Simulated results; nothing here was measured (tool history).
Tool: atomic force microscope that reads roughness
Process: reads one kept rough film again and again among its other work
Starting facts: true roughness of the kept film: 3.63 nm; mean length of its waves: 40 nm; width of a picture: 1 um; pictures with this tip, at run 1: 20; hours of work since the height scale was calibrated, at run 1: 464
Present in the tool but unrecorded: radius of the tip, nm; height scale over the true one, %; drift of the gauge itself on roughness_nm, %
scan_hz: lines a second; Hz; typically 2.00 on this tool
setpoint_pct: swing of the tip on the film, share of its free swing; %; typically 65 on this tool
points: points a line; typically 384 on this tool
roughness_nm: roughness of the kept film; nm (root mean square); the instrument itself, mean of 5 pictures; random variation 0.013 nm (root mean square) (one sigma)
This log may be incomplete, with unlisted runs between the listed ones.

| run | hour | scan_hz | setpoint_pct | points | pictures with this tip | hours of work since the height scale was calibrated | roughness_nm |
|---|---|---|---|---|---|---|---|
| 1 | 0.0 | 2.00 | 65 | 384 | 20 | 464 | 3.168 |
| 2 | 18.3 | 2.00 | 63 | 384 | 47 | 478 | 3.162 |
| 3 | 44.4 | 2.00 | 63 | 384 | 87 | 498 | 3.187 |
| 4 | 78.6 | 2.00 | 63 | 384 | 139 | 525 | 3.170 |
| 5 | 103.6 | 2.00 | 63 | 384 | 177 | 544 | 3.156 |
| 6 | 127.8 | 2.00 | 63 | 384 | 213 | 562 | 3.164 |
| 7 | 152.9 | 2.00 | 63 | 384 | 251 | 582 | 3.142 |
|  | 172.3 | new tip fitted |
| 8 | 186.3 | 2.00 | 63 | 384 | 21 | 607 | 3.154 |
| 9 | 214.1 | 2.00 | 65 | 384 | 63 | 628 | 3.166 |
| 10 | 239.2 | 2.00 | 65 | 384 | 101 | 648 | 3.136 |
| 11 | 261.0 | 2.00 | 65 | 384 | 135 | 664 | 3.156 |
| 12 | 278.2 | 2.00 | 65 | 384 | 160 | 678 | 3.151 |
| 13 | 296.0 | 2.00 | 65 | 464 | 187 | 691 | 3.161 |
| 14 | 320.5 | 2.00 | 65 | 321 | 225 | 710 | 3.133 |
| 15 | 352.9 | 2.00 | 72 | 321 | 274 | 735 | 3.067 |
|  | 355.9 | new tip fitted |
| 16 | 381.1 | 1.88 | 65 | 384 | 39 | 756 | 3.134 |
| 17 | 415.4 | 1.88 | 65 | 384 | 91 | 783 | 3.156 |
| 18 | 430.9 | 1.88 | 65 | 384 | 114 | 795 | 3.147 |
| 19 | 461.8 | 1.88 | 65 | 384 | 161 | 818 | 3.154 |
| 20 | 482.6 | 1.88 | 65 | 384 | 192 | 834 | 3.171 |
| 21 | 497.5 | 2.00 | 65 | 384 | 215 | 846 | 3.139 |
| 22 | 530.5 | 2.00 | 65 | 716 | 265 | 871 | 3.169 |
|  | 539.1 | new tip fitted |
| 23 | 564.8 | 3.84 | 61 | 384 | 39 | 897 | 3.051 |
| 24 | 596.1 | 1.88 | 66 | 871 | 87 | 921 | 3.172 |
| 25 | 615.5 | 1.45 | 87 | 384 | 116 | 936 | 2.955 |
| 26 | 630.6 | 1.45 | 87 | 384 | 139 | 948 | 2.980 |
| 27 | 653.1 | 1.45 | 60 | 267 | 173 | 965 | 3.232 |
| 28 | 673.4 | 1.45 | 60 | 267 | 204 | 981 | 3.199 |
| 29 | 706.6 | 1.35 | 55 | 766 | 254 | 1006 | 3.248 |
|  | 722.4 | new tip fitted |
| 30 | 739.3 | 1.35 | 55 | 766 | 26 | 1031 | 3.243 |
| 31 | 755.0 | 0.78 | 65 | 735 | 50 | 1043 | 3.253 |
| 32 | 772.7 | 0.78 | 65 | 735 | 77 | 1056 | 3.259 |
| 33 | 804.6 | 0.78 | 65 | 735 | 125 | 1081 | 3.263 |
| 34 | 839.1 | 0.54 | 59 | 346 | 177 | 1108 | 3.284 |
| 35 | 873.2 | 1.27 | 78 | 522 | 229 | 1134 | 3.135 |
| 36 | 900.1 | 2.00 | 65 | 322 | 270 | 1154 | 3.152 |
|  | 905.2 | new tip fitted |
| 37 | 930.2 | 2.00 | 73 | 366 | 37 | 1177 | 3.069 |
| 38 | 953.0 | 2.00 | 73 | 366 | 72 | 1195 | 3.082 |
| 39 | 970.3 | 2.00 | 73 | 366 | 98 | 1208 | 3.076 |
| 40 | 988.8 | 1.10 | 73 | 366 | 126 | 1222 | 3.174 |
| 41 | 1012.8 | 2.00 | 65 | 587 | 163 | 1241 | 3.164 |
| 42 | 1037.8 | 2.00 | 65 | 587 | 200 | 1260 | 3.163 |
| 43 | 1071.2 | 2.00 | 65 | 296 | 251 | 1286 | 3.140 |
|  | 1088.5 | new tip fitted |
| 44 | 1089.3 | 2.00 | 65 | 296 | 1 | 1299 | 3.161 |

What if the next run were any one of these 4? Each begins from the tool's condition after run 44:
| A | 1105.1 | 1.49 | 56 | 676 | 25 | 1311 | ? |
| B | 1105.1 | 2.00 | 65 | 553 | 25 | 1311 | ? |
| C | 1105.1 | 0.61 | 65 | 989 | 25 | 1311 | ? |
| D | 1105.1 | 0.66 | 65 | 296 | 25 | 1311 | ? |

| run | roughness_nm |
|---|---|
| A | 3.248 |
| B | 3.154 |
| C | 3.287 |
| D | 3.263 |
Stripped of hidden state, with their random variation kept, the same runs would have yielded:
| run | roughness_nm |
|---|---|
| A | 3.249 |
| B | 3.155 |
| C | 3.288 |
| D | 3.264 |
